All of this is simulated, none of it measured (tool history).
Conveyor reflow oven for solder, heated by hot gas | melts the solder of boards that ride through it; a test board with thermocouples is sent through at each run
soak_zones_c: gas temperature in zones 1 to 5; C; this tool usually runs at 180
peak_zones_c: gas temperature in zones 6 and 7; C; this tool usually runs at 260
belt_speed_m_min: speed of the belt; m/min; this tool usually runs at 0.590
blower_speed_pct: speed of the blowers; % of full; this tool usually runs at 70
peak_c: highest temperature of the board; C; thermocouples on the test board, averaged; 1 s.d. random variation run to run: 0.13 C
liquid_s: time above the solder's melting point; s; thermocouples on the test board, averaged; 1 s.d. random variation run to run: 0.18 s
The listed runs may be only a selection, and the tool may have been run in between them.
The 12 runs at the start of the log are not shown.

run 13 hour=237.9 | soak_zones_c=180 peak_zones_c=252 belt_speed_m_min=0.590 blower_speed_pct=70 | peak_c=239.1 liquid_s=51.4
run 14 hour=265.4 | soak_zones_c=180 peak_zones_c=260 belt_speed_m_min=0.590 blower_speed_pct=70 | peak_c=245.9 liquid_s=57.9
-- hour=272.6 flux residue cleaned out of gas plates and filters
run 15 hour=297.1 | soak_zones_c=180 peak_zones_c=260 belt_speed_m_min=0.590 blower_speed_pct=70 | peak_c=244.2 liquid_s=56.0
run 16 hour=320.7 | soak_zones_c=180 peak_zones_c=260 belt_speed_m_min=0.506 blower_speed_pct=70 | peak_c=248.7 liquid_s=72.1
run 17 hour=338.1 | soak_zones_c=165 peak_zones_c=260 belt_speed_m_min=0.544 blower_speed_pct=69 | peak_c=243.6 liquid_s=54.6
run 18 hour=354.9 | soak_zones_c=165 peak_zones_c=260 belt_speed_m_min=0.544 blower_speed_pct=69 | peak_c=243.5 liquid_s=54.5
-- hour=370.2 flux residue cleaned out of gas plates and filters, once more
run 19 hour=381.0 | soak_zones_c=180 peak_zones_c=260 belt_speed_m_min=0.590 blower_speed_pct=70 | peak_c=247.7 liquid_s=60.3
run 20 hour=408.7 | soak_zones_c=178 peak_zones_c=265 belt_speed_m_min=0.480 blower_speed_pct=65 | peak_c=255.9 liquid_s=82.8
run 21 hour=424.2 | soak_zones_c=180 peak_zones_c=253 belt_speed_m_min=0.645 blower_speed_pct=70 | peak_c=239.0 liquid_s=46.3
run 22 hour=452.3 | soak_zones_c=194 peak_zones_c=252 belt_speed_m_min=0.493 blower_speed_pct=63 | peak_c=245.6 liquid_s=80.8
run 23 hour=465.6 | soak_zones_c=194 peak_zones_c=252 belt_speed_m_min=0.493 blower_speed_pct=63 | peak_c=245.3 liquid_s=80.6
run 24 hour=479.8 | soak_zones_c=194 peak_zones_c=252 belt_speed_m_min=0.493 blower_speed_pct=56 | peak_c=244.3 liquid_s=78.9
run 25 hour=498.5 | soak_zones_c=194 peak_zones_c=252 belt_speed_m_min=0.493 blower_speed_pct=56 | peak_c=244.2 liquid_s=78.5
run 26 hour=511.5 | soak_zones_c=194 peak_zones_c=252 belt_speed_m_min=0.493 blower_speed_pct=56 | peak_c=244.2 liquid_s=78.3
-- hour=522.8 thermocouples of zones 6 and 7 changed
run 27 hour=527.1 | soak_zones_c=194 peak_zones_c=263 belt_speed_m_min=0.493 blower_speed_pct=79 | peak_c=255.6 liquid_s=88.9
run 28 hour=553.8 | soak_zones_c=180 peak_zones_c=272 belt_speed_m_min=0.690 blower_speed_pct=64 | peak_c=248.5 liquid_s=50.1
run 29 hour=575.2 | soak_zones_c=172 peak_zones_c=262 belt_speed_m_min=0.690 blower_speed_pct=73 | peak_c=241.0 liquid_s=41.2
run 30 hour=601.1 | soak_zones_c=172 peak_zones_c=262 belt_speed_m_min=0.690 blower_speed_pct=73 | peak_c=240.9 liquid_s=41.0
run 31 hour=614.2 | soak_zones_c=189 peak_zones_c=265 belt_speed_m_min=0.564 blower_speed_pct=53 | peak_c=248.4 liquid_s=67.3

Each row is a separate what-if for the run after 31, all from the same tool condition, not one after another. Results?
run A hour=642.4 | soak_zones_c=187 peak_zones_c=260 belt_speed_m_min=0.590 blower_speed_pct=70 | peak_c=? liquid_s=?
run B hour=642.4 | soak_zones_c=191 peak_zones_c=265 belt_speed_m_min=0.470 blower_speed_pct=53 | peak_c=? liquid_s=?
run C hour=642.4 | soak_zones_c=168 peak_zones_c=260 belt_speed_m_min=0.510 blower_speed_pct=53 | peak_c=? liquid_s=?
run D hour=642.4 | soak_zones_c=189 peak_zones_c=265 belt_speed_m_min=0.485 blower_speed_pct=68 | peak_c=? liquid_s=?

run=A peak_c=246.4 liquid_s=61.9
run=B peak_c=254.0 liquid_s=88.9
run=C peak_c=243.1 liquid_s=59.0
run=D peak_c=255.5 liquid_s=86.7
Without the tool's hidden state the same runs would have given:
run=A peak_c=247.4 liquid_s=62.4
run=B peak_c=254.6 liquid_s=88.5
run=C peak_c=243.9 liquid_s=59.7
run=D peak_c=256.2 liquid_s=86.4
